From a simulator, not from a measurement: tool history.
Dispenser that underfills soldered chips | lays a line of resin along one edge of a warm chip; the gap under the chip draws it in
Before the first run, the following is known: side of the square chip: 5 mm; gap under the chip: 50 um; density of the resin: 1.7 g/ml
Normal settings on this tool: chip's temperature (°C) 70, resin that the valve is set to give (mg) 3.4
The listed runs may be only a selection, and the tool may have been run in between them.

| run | hour | chip's temperature (°C) | resin that the valve is set to give (mg) | time until the resin shows at the far edge (s) | resin that the valve gave (mg) |
|---|---|---|---|---|---|
| 1 | 0 | 70 | 3.4 | 28.6 | 3.33 |
| 2 | 7.9 | 70 | 3.93 | 43.5 | 3.89 |
|  | 10.9 | new syringe of resin |
| 3 | 15 | 70 | 3.93 | 28.4 | 3.89 |
| 4 | 22.9 | 70 | 3.93 | 43.1 | 3.81 |
|  | 26.2 | new syringe of resin |
| 5 | 30.8 | 77 | 3.93 | 20 | 3.8 |
| 6 | 36.3 | 82 | 3.4 | 21.4 | 3.29 |
|  | 41.9 | new syringe of resin |
| 7 | 42.9 | 82 | 3.4 | 13.7 | 3.27 |
| 8 | 48.1 | 70 | 3.4 | 32.5 | 3.22 |
| 9 | 51.6 | 70 | 3.4 | 38.8 | 3.24 |
| 10 | 56.1 | 70 | 3.4 | 50 | 3.23 |
|  | 57 | new syringe of resin |
| 11 | 62.4 | 70 | 3.4 | 31.5 | 3.28 |
|  | 69.7 | dispensing valve cleaned and set on the balance |
| 12 | 69.7 | 70 | 3.4 | 43.6 | 3.44 |
|  | 73.5 | new syringe of resin |
| 13 | 73.7 | 70 | 3.4 | 24 | 3.38 |
| 14 | 80.8 | 70 | 3.4 | 34.4 | 3.34 |
| 15 | 85.3 | 70 | 3.4 | 43.9 | 3.37 |
|  | 88.7 | new syringe of resin |
| 16 | 90.4 | 70 | 3.4 | 26.6 | 3.39 |
| 17 | 94.4 | 70 | 3.88 | 32.4 | 3.84 |
| 18 | 99.6 | 70 | 3.88 | 43.9 | 3.9 |
| 19 | 103.1 | 61 | 3.88 | 86.4 | 3.76 |
|  | 103.8 | new syringe of resin |
| 20 | 110.1 | 84 | 3.31 | 16.5 | 3.22 |
| 21 | 114.9 | 61 | 4.01 | 71 | 3.93 |
|  | 119.2 | new syringe of resin |
| 22 | 121.2 | 79 | 3.84 | 16.1 | 3.74 |
| 23 | 124.8 | 57 | 3.75 | 66.6 | 3.62 |
| 24 | 129.7 | 70 | 3.47 | 42.5 | 3.37 |
|  | 134.4 | new syringe of resin |
| 25 | 134.5 | 78 | 3.69 | 15.8 | 3.62 |
| 26 | 138.3 | 78 | 3.69 | 19.5 | 3.58 |
| 27 | 144.9 | 81 | 3.55 | 24.6 | 3.42 |
|  | 149.8 | new syringe of resin |
| 28 | 153.6 | 58 | 4 | 58.4 | 3.86 |
| 29 | 160.3 | 58 | 4 | 82.2 | 3.78 |
|  | 164.9 | new syringe of resin |
|  | 166.5 | dispensing valve cleaned and set on the balance |
| 30 | 166.7 | 59 | 3.7 | 45.7 | 3.71 |
| 31 | 170.6 | 61 | 3.4 | 51.6 | 3.44 |
| 32 | 175.8 | 61 | 2.9 | 71.7 | 2.87 |
|  | 181.4 | new syringe of resin |
| 33 | 182.3 | 67 | 3.14 | 30.5 | 3.08 |
| 34 | 186.8 | 67 | 3.14 | 39.1 | 3.11 |
| 35 | 192.2 | 61 | 4.08 | 71.5 | 3.97 |
|  | 196.8 | new syringe of resin |
| 36 | 199 | 78 | 4.08 | 17.6 | 3.98 |
| 37 | 202.5 | 81 | 3.7 | 18 | 3.62 |

For some of the steps in time until the resin shows at the far edge (s) from one run to the next: how much would appear even if the tool had no hidden state, given the settings, what came in and random variation, and how much remains for the hidden state plus any gauge scatter that the measured result and the result without hidden state don't share?
Hidden state present: resin's viscosity, % of fresh resin's; dose that the valve gives, % of what is set; true chip temperature over the reading, C; drift of the gauge itself on fill_s, %; drift of the gauge itself on given_mg, %.
Run 19 -> 20: chip's temperature (°C) 61 -> 84, resin that the valve is set to give (mg) 3.88 -> 3.31, new syringe of resin. time until the resin shows at the far edge (s) -69.9: hidden state -44, all else -25.9.
Run 20 -> 21: chip's temperature (°C) 84 -> 61, resin that the valve is set to give (mg) 3.31 -> 4.01. time until the resin shows at the far edge (s) +54.5: hidden state +29, all else +25.5.
Run 21 -> 22: chip's temperature (°C) 61 -> 79, resin that the valve is set to give (mg) 4.01 -> 3.84, new syringe of resin. time until the resin shows at the far edge (s) -54.9: hidden state -31.7, all else -23.2.
Run 29 -> 30: chip's temperature (°C) 58 -> 59, resin that the valve is set to give (mg) 4 -> 3.7, new syringe of resin, dispensing valve cleaned and set on the balance. time until the resin shows at the far edge (s) -36.5: hidden state -33.1, all else -3.4.
Run 35 -> 36: chip's temperature (°C) 61 -> 78, new syringe of resin. time until the resin shows at the far edge (s) -53.9: hidden state -31.9, all else -22.

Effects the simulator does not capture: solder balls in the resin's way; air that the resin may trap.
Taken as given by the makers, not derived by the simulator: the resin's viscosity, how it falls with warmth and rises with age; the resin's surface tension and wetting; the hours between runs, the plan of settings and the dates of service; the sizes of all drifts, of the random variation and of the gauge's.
